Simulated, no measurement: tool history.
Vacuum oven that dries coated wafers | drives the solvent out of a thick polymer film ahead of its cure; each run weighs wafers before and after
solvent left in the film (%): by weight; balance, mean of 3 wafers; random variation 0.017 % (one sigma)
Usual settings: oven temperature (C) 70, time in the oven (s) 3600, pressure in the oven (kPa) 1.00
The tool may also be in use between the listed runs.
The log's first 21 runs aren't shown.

run   hour  oven temperature (C)  time in the oven (s)  pressure in the oven (kPa)  solvent left in the film (%)
 22  484.6                    70                  3600                        3.81                          3.27
 23  498.0                    55                  2160                        1.89                          7.49
 24  518.5                    72                  3840                        0.74                          0.75
 25  543.7                    72                  3840                        0.74                          0.77
 26  571.7                    79                  3180                        1.00                          0.63
 27  598.3                    79                  5700                        0.95                          0.55
 28  622.7                    82                  3900                        0.56                          0.33
 29  646.7                    70                  1920                        2.80                          3.72

Forecast run 30:
 30  671.3                    70                  1920                        2.80                             ?

{"run 30": {"solvent left in the film (%)": 3.72}}
Without the tool's hidden state the same run would have given solvent left in the film (%) 3.89.
